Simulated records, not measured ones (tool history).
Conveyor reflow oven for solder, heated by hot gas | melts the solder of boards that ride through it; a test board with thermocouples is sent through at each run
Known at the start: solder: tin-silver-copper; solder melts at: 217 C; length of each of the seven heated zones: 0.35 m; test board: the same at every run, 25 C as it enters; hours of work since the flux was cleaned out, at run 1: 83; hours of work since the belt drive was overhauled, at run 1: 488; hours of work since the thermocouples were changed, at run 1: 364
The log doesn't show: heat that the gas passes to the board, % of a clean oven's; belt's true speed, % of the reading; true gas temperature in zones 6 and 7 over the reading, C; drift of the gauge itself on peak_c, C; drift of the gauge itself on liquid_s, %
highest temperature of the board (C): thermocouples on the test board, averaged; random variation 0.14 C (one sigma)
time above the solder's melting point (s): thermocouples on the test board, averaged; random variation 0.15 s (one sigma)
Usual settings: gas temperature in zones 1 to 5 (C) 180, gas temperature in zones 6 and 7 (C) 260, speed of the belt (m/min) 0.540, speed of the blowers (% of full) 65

run    day  gas temperature in zones 1 to 5 (C)  gas temperature in zones 6 and 7 (C)  speed of the belt (m/min)  speed of the blowers (% of full)  hours of work since the flux was cleaned out  hours of work since the belt drive was overhauled  hours of work since the thermocouples were changed  highest temperature of the board (C)  time above the solder's melting point (s)
  1  0.000                                  180                                   260                      0.540                                65                                            83                                                488                                                 364                                 249.2                                       59.3
  2  0.283                                  180                                   260                      0.540                                65                                            87                                                493                                                 369                                 249.1                                       59.8
  3  0.642                                  180                                   260                      0.540                                65                                            93                                                498                                                 374                                 249.3                                       59.7
  4  1.133                                  180                                   260                      0.540                                65                                           100                                                506                                                 382                                 249.1                                       59.7
  5  1.671                                  180                                   260                      0.540                                65                                           109                                                514                                                 390                                 249.1                                       59.5
  6  2.096                                  180                                   260                      0.540                                65                                           115                                                520                                                 396                                 249.0                                       59.5
  7  2.412                                  180                                   260                      0.540                                65                                           120                                                525                                                 401                                 249.2                                       59.6
  8  2.883                                  180                                   260                      0.540                                65                                           127                                                532                                                 408                                 249.2                                       59.7
  9  3.312                                  180                                   260                      0.490                                65                                           134                                                539                                                 415                                 251.3                                       68.4
 10  3.904                                  180                                   256                      0.540                                65                                           143                                                548                                                 424                                 245.6                                       57.5
 11  4.162                                  180                                   256                      0.540                                65                                           147                                                552                                                 428                                 245.9                                       56.9
 12  4.683                                  178                                   259                      0.461                                72                                           155                                                560                                                 436                                 252.2                                       73.7
 13  5.188                                  178                                   259                      0.461                                72                                           163                                                568                                                 444                                 252.5                                       73.5
 14  5.675                                  179                                   259                      0.540                                59                                           170                                                575                                                 451                                 246.9                                       56.9
 15  6.096                                  184                                   259                      0.465                                60                                           176                                                582                                                 458                                 251.0                                       73.5
 16  6.604                                  184                                   259                      0.465                                60                                           184                                                590                                                 466                                 250.9                                       73.9
 17  7.025                                  172                                   259                      0.542                                67                                           191                                                596                                                 472                                 247.5                                       55.3
 18  7.283                                  184                                   259                      0.643                                67                                           195                                                600                                                 476                                 245.0                                       47.2
 19  7.783                                  184                                   259                      0.643                                67                                           202                                                608                                                 484                                 244.9                                       47.4

5 ways to go on from here, each from the tool as it stands after run 19. What would each give?
  A  8.125                                  190                                   252                      0.540                                65                                           208                                                613                                                 489                                     ?                                          ?
  B  8.125                                  182                                   259                      0.643                                67                                           208                                                613                                                 489                                     ?                                          ?
  C  8.125                                  184                                   259                      0.460                                67                                           208                                                613                                                 489                                     ?                                          ?
  D  8.125                                  180                                   259                      0.596                                67                                           208                                                613                                                 489                                     ?                                          ?
  E  8.125                                  180                                   266                      0.589                                65                                           208                                                613                                                 489                                     ?                                          ?

run  highest temperature of the board (C)  time above the solder's melting point (s)
  A                                 243.4                                       60.1
  B                                 244.6                                       46.2
  C                                 252.5                                       76.1
  D                                 246.1                                       51.4
  E                                 252.4                                       55.7
Without the tool's hidden state the same runs would have given:
run  highest temperature of the board (C)  time above the solder's melting point (s)
  A                                 243.4                                       60.1
  B                                 244.6                                       46.2
  C                                 252.5                                       76.0
  D                                 246.1                                       51.4
  E                                 252.4                                       55.7
